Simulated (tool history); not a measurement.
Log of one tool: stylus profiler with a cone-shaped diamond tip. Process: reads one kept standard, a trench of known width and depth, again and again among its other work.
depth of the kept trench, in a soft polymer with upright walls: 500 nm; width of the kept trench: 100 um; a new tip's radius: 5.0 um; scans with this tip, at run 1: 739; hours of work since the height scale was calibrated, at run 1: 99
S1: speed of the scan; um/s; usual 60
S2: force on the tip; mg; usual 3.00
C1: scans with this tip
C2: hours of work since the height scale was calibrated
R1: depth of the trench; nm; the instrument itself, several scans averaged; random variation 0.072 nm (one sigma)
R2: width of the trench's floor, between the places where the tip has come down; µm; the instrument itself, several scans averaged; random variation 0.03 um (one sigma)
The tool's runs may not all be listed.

{"run": 1, "hour": 0.0, "S1": 60, "S2": 3.0, "C1": 739, "C2": 99, "R1": 507.34, "R2": 95.26}
{"run": 2, "hour": 35.3, "S1": 60, "S2": 3.0, "C1": 897, "C2": 120, "R1": 507.44, "R2": 95.3}
{"run": 3, "hour": 100.4, "S1": 60, "S2": 3.8, "C1": 1189, "C2": 160, "R1": 508.82, "R2": 95.31}
{"run": 4, "hour": 129.5, "S1": 23, "S2": 3.0, "C1": 1319, "C2": 177, "R1": 507.45, "R2": 95.33}
{"run": 5, "hour": 159.0, "S1": 23, "S2": 3.0, "C1": 1451, "C2": 195, "R1": 507.42, "R2": 95.36}
{"run": 6, "hour": 218.2, "S1": 23, "S2": 3.0, "C1": 1716, "C2": 231, "R1": 507.28, "R2": 95.3}
{"run": 7, "hour": 271.2, "S1": 60, "S2": 3.0, "C1": 1954, "C2": 262, "R1": 507.27, "R2": 95.25}
{"run": 8, "hour": 331.3, "S1": 60, "S2": 3.0, "C1": 2223, "C2": 299, "R1": 507.33, "R2": 95.17}
{"run": 9, "hour": 375.2, "S1": 60, "S2": 3.0, "C1": 2419, "C2": 325, "R1": 507.25, "R2": 95.14}
{"run": 10, "hour": 424.3, "S1": 60, "S2": 3.0, "C1": 2639, "C2": 355, "R1": 507.09, "R2": 95.15}
{"run": 11, "hour": 473.0, "S1": 60, "S2": 3.0, "C1": 2857, "C2": 384, "R1": 507.25, "R2": 95.1}
{"run": 12, "hour": 520.0, "S1": 60, "S2": 3.0, "C1": 3068, "C2": 412, "R1": 507.0, "R2": 95.05}
{"run": 13, "hour": 556.1, "S1": 60, "S2": 3.0, "C1": 3229, "C2": 434, "R1": 507.07, "R2": 95.06}
{"run": 14, "hour": 615.2, "S1": 60, "S2": 3.0, "C1": 3494, "C2": 469, "R1": 507.11, "R2": 94.98}
{"run": 15, "hour": 645.6, "S1": 60, "S2": 6.26, "C1": 3630, "C2": 488, "R1": 511.96, "R2": 95.08}
{"run": 16, "hour": 679.5, "S1": 51, "S2": 3.0, "C1": 3782, "C2": 508, "R1": 506.98, "R2": 95.03}
{"run": 17, "hour": 710.3, "S1": 51, "S2": 3.0, "C1": 3920, "C2": 527, "R1": 506.93, "R2": 95.0}
{"run": 18, "hour": 769.3, "S1": 51, "S2": 3.0, "C1": 4184, "C2": 562, "R1": 506.91, "R2": 94.97}
{"run": 19, "hour": 812.9, "S1": 49, "S2": 3.0, "C1": 4379, "C2": 588, "R1": 506.82, "R2": 94.99}
{"run": 20, "hour": 867.4, "S1": 49, "S2": 3.0, "C1": 4623, "C2": 621, "R1": 506.8, "R2": 94.95}
{"run": 21, "hour": 929.8, "S1": 49, "S2": 3.0, "C1": 4903, "C2": 659, "R1": 506.69, "R2": 94.92}
{"run": 22, "hour": 972.8, "S1": 49, "S2": 3.0, "C1": 5095, "C2": 685, "R1": 506.67, "R2": 94.92}
{"run": 23, "hour": 1010.3, "S1": 49, "S2": 3.0, "C1": 5263, "C2": 707, "R1": 506.8, "R2": 94.88}
{"run": 24, "hour": 1042.4, "S1": 49, "S2": 3.0, "C1": 5407, "C2": 726, "R1": 506.51, "R2": 94.84}
{"run": 25, "hour": 1077.9, "S1": 47, "S2": 1.05, "C1": 5566, "C2": 748, "R1": 502.69, "R2": 94.82}
{"run": 26, "hour": 1147.2, "S1": 91, "S2": 3.46, "C1": 5876, "C2": 790, "R1": 507.3, "R2": 94.75}
{"run": 27, "hour": 1211.1, "S1": 113, "S2": 6.55, "C1": 6162, "C2": 828, "R1": 512.0, "R2": 94.73}
{"hour": 1220.4, "done": "height scale calibrated on a step standard"}
{"run": 28, "hour": 1268.0, "S1": 113, "S2": 6.55, "C1": 6415, "C2": 29, "R1": 513.1, "R2": 94.72}
{"run": 29, "hour": 1299.2, "S1": 129, "S2": 1.09, "C1": 6555, "C2": 47, "R1": 504.02, "R2": 94.29}
{"run": 30, "hour": 1331.0, "S1": 92, "S2": 3.97, "C1": 6697, "C2": 67, "R1": 509.39, "R2": 94.68}
{"run": 31, "hour": 1361.0, "S1": 60, "S2": 1.48, "C1": 6831, "C2": 85, "R1": 504.79, "R2": 94.66}
{"run": 32, "hour": 1405.3, "S1": 204, "S2": 1.48, "C1": 7030, "C2": 111, "R1": 504.8, "R2": 94.07}
{"run": 33, "hour": 1434.6, "S1": 204, "S2": 1.48, "C1": 7161, "C2": 129, "R1": 504.73, "R2": 93.99}
{"run": 34, "hour": 1482.0, "S1": 204, "S2": 1.48, "C1": 7373, "C2": 157, "R1": 504.71, "R2": 94.0}
{"run": 35, "hour": 1527.5, "S1": 204, "S2": 1.48, "C1": 7577, "C2": 185, "R1": 504.7, "R2": 93.92}
{"run": 36, "hour": 1570.3, "S1": 123, "S2": 3.59, "C1": 7769, "C2": 211, "R1": 508.56, "R2": 94.5}
{"run": 37, "hour": 1635.3, "S1": 123, "S2": 3.59, "C1": 8060, "C2": 250, "R1": 508.5, "R2": 94.46}
{"run": 38, "hour": 1667.5, "S1": 123, "S2": 3.59, "C1": 8204, "C2": 269, "R1": 508.36, "R2": 94.49}
{"run": 39, "hour": 1731.0, "S1": 49, "S2": 2.59, "C1": 8488, "C2": 307, "R1": 506.71, "R2": 94.6}
{"run": 40, "hour": 1793.7, "S1": 49, "S2": 2.59, "C1": 8769, "C2": 345, "R1": 506.65, "R2": 94.6}
{"run": 41, "hour": 1830.9, "S1": 127, "S2": 2.18, "C1": 8936, "C2": 367, "R1": 505.77, "R2": 94.26}
{"run": 42, "hour": 1861.7, "S1": 199, "S2": 1.7, "C1": 9073, "C2": 386, "R1": 504.76, "R2": 93.94}
{"run": 43, "hour": 1904.9, "S1": 16, "S2": 3.0, "C1": 9267, "C2": 412, "R1": 507.2, "R2": 94.58}
{"run": 44, "hour": 1935.4, "S1": 19, "S2": 3.76, "C1": 9404, "C2": 430, "R1": 508.37, "R2": 94.65}
{"run": 45, "hour": 1987.1, "S1": 150, "S2": 3.0, "C1": 9635, "C2": 461, "R1": 507.1, "R2": 94.18}
{"run": 46, "hour": 2050.0, "S1": 115, "S2": 7.97, "C1": 9917, "C2": 499, "R1": 514.43, "R2": 94.38}

3 ways to go on from here, each from the tool as it stands after run 46. What would each give?
{"run": "A", "hour": 2106.0, "S1": 19, "S2": 2.05, "C1": 10167, "C2": 533, "R1": "?", "R2": "?"}
{"run": "B", "hour": 2106.0, "S1": 27, "S2": 1.33, "C1": 10167, "C2": 533, "R1": "?", "R2": "?"}
{"run": "C", "hour": 2106.0, "S1": 29, "S2": 7.97, "C1": 10167, "C2": 533, "R1": "?", "R2": "?"}

run=A R1=505.42 R2=94.61
run=B R1=504.00 R2=94.46
run=C R1=514.32 R2=94.58
Without the tool's hidden state the same runs would have given:
run=A R1=506.06 R2=95.66
run=B R1=504.65 R2=95.51
run=C R1=514.98 R2=95.63

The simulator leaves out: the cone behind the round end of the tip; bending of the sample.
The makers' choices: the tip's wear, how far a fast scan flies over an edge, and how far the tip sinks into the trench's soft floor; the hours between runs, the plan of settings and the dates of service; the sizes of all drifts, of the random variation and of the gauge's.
